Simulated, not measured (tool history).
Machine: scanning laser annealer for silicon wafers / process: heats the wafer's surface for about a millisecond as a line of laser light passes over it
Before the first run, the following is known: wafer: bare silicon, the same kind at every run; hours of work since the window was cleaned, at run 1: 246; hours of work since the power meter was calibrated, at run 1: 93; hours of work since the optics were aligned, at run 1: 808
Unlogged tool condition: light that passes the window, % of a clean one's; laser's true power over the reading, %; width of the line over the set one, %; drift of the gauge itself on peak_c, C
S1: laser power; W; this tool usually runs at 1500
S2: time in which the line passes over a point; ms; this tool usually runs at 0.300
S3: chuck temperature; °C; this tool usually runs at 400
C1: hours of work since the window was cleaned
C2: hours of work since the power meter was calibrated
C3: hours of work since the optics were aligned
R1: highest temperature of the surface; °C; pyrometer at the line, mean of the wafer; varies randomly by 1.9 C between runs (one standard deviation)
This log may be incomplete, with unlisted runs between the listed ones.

{"run": 1, "hour": 0.0, "S1": 1500, "S2": 0.3, "S3": 400, "C1": 246, "C2": 93, "C3": 808, "R1": 1190}
{"run": 2, "hour": 7.2, "S1": 1500, "S2": 0.3, "S3": 400, "C1": 250, "C2": 97, "C3": 812, "R1": 1188}
{"run": 3, "hour": 16.1, "S1": 1500, "S2": 0.251, "S3": 400, "C1": 255, "C2": 101, "C3": 817, "R1": 1123}
{"run": 4, "hour": 24.2, "S1": 1500, "S2": 0.251, "S3": 400, "C1": 260, "C2": 106, "C3": 821, "R1": 1121}
{"run": 5, "hour": 28.8, "S1": 1500, "S2": 0.251, "S3": 400, "C1": 262, "C2": 108, "C3": 824, "R1": 1128}
{"run": 6, "hour": 33.3, "S1": 1500, "S2": 0.3, "S3": 400, "C1": 265, "C2": 111, "C3": 826, "R1": 1189}
{"run": 7, "hour": 41.4, "S1": 1500, "S2": 0.3, "S3": 400, "C1": 269, "C2": 115, "C3": 831, "R1": 1184}
{"run": 8, "hour": 48.0, "S1": 1500, "S2": 0.31, "S3": 400, "C1": 273, "C2": 119, "C3": 834, "R1": 1203}
{"run": 9, "hour": 52.1, "S1": 1500, "S2": 0.31, "S3": 400, "C1": 275, "C2": 121, "C3": 837, "R1": 1201}
{"run": 10, "hour": 58.4, "S1": 1500, "S2": 0.3, "S3": 375, "C1": 278, "C2": 125, "C3": 840, "R1": 1162}
{"run": 11, "hour": 66.2, "S1": 1500, "S2": 0.3, "S3": 375, "C1": 283, "C2": 129, "C3": 844, "R1": 1163}
{"run": 12, "hour": 74.7, "S1": 1500, "S2": 0.3, "S3": 375, "C1": 287, "C2": 134, "C3": 849, "R1": 1162}
{"run": 13, "hour": 81.4, "S1": 1500, "S2": 0.3, "S3": 375, "C1": 291, "C2": 137, "C3": 853, "R1": 1162}
{"run": 14, "hour": 87.9, "S1": 1500, "S2": 0.3, "S3": 362, "C1": 295, "C2": 141, "C3": 856, "R1": 1150}
{"run": 15, "hour": 93.7, "S1": 1500, "S2": 0.3, "S3": 400, "C1": 298, "C2": 144, "C3": 859, "R1": 1187}
{"run": 16, "hour": 99.4, "S1": 1500, "S2": 0.3, "S3": 376, "C1": 301, "C2": 147, "C3": 863, "R1": 1160}
{"run": 17, "hour": 105.3, "S1": 1500, "S2": 0.3, "S3": 396, "C1": 304, "C2": 150, "C3": 866, "R1": 1182}
{"run": 18, "hour": 111.1, "S1": 1500, "S2": 0.3, "S3": 396, "C1": 307, "C2": 154, "C3": 869, "R1": 1182}
{"run": 19, "hour": 120.6, "S1": 1500, "S2": 0.3, "S3": 400, "C1": 313, "C2": 159, "C3": 874, "R1": 1191}
{"run": 20, "hour": 126.5, "S1": 1500, "S2": 0.3, "S3": 400, "C1": 316, "C2": 162, "C3": 877, "R1": 1186}
{"run": 21, "hour": 132.9, "S1": 1500, "S2": 0.3, "S3": 425, "C1": 319, "C2": 166, "C3": 881, "R1": 1212}
{"run": 22, "hour": 138.9, "S1": 1500, "S2": 0.3, "S3": 425, "C1": 323, "C2": 169, "C3": 884, "R1": 1211}
{"run": 23, "hour": 146.4, "S1": 1517, "S2": 0.329, "S3": 401, "C1": 327, "C2": 173, "C3": 888, "R1": 1235}
{"run": 24, "hour": 151.2, "S1": 1478, "S2": 0.3, "S3": 414, "C1": 329, "C2": 176, "C3": 891, "R1": 1189}
{"run": 25, "hour": 156.4, "S1": 1438, "S2": 0.266, "S3": 362, "C1": 332, "C2": 178, "C3": 894, "R1": 1070}
{"run": 26, "hour": 164.8, "S1": 1500, "S2": 0.236, "S3": 417, "C1": 337, "C2": 183, "C3": 898, "R1": 1115}
{"run": 27, "hour": 174.7, "S1": 1438, "S2": 0.3, "S3": 373, "C1": 342, "C2": 189, "C3": 904, "R1": 1124}
{"run": 28, "hour": 183.9, "S1": 1355, "S2": 0.3, "S3": 400, "C1": 347, "C2": 194, "C3": 909, "R1": 1104}
{"run": 29, "hour": 191.3, "S1": 1355, "S2": 0.3, "S3": 400, "C1": 351, "C2": 198, "C3": 913, "R1": 1107}
{"run": 30, "hour": 200.1, "S1": 1506, "S2": 0.378, "S3": 424, "C1": 356, "C2": 202, "C3": 918, "R1": 1305}
{"run": 31, "hour": 205.6, "S1": 1478, "S2": 0.3, "S3": 407, "C1": 359, "C2": 206, "C3": 921, "R1": 1185}
{"run": 32, "hour": 214.0, "S1": 1478, "S2": 0.3, "S3": 407, "C1": 364, "C2": 210, "C3": 925, "R1": 1180}
{"run": 33, "hour": 222.3, "S1": 1478, "S2": 0.3, "S3": 407, "C1": 368, "C2": 215, "C3": 930, "R1": 1179}
{"run": 34, "hour": 229.5, "S1": 1563, "S2": 0.339, "S3": 433, "C1": 372, "C2": 219, "C3": 934, "R1": 1307}
{"run": 35, "hour": 236.5, "S1": 1632, "S2": 0.3, "S3": 400, "C1": 376, "C2": 222, "C3": 938, "R1": 1262}
{"run": 36, "hour": 242.3, "S1": 1635, "S2": 0.244, "S3": 430, "C1": 379, "C2": 226, "C3": 941, "R1": 1212}
{"run": 37, "hour": 249.5, "S1": 1635, "S2": 0.244, "S3": 430, "C1": 383, "C2": 230, "C3": 945, "R1": 1210}
{"run": 38, "hour": 256.7, "S1": 1635, "S2": 0.244, "S3": 430, "C1": 387, "C2": 234, "C3": 949, "R1": 1211}
{"run": 39, "hour": 264.7, "S1": 1635, "S2": 0.244, "S3": 430, "C1": 392, "C2": 238, "C3": 953, "R1": 1214}
{"run": 40, "hour": 273.2, "S1": 1500, "S2": 0.24, "S3": 400, "C1": 396, "C2": 243, "C3": 958, "R1": 1105}

Run 41 is up next; what results do you expect?
{"run": 41, "hour": 279.9, "S1": 1500, "S2": 0.377, "S3": 407, "C1": 400, "C2": 246, "C3": 962, "R1": "?"}

{"run 41": {"R1": 1284}}
Without the tool's hidden state the same run would have given R1 1298 °C.
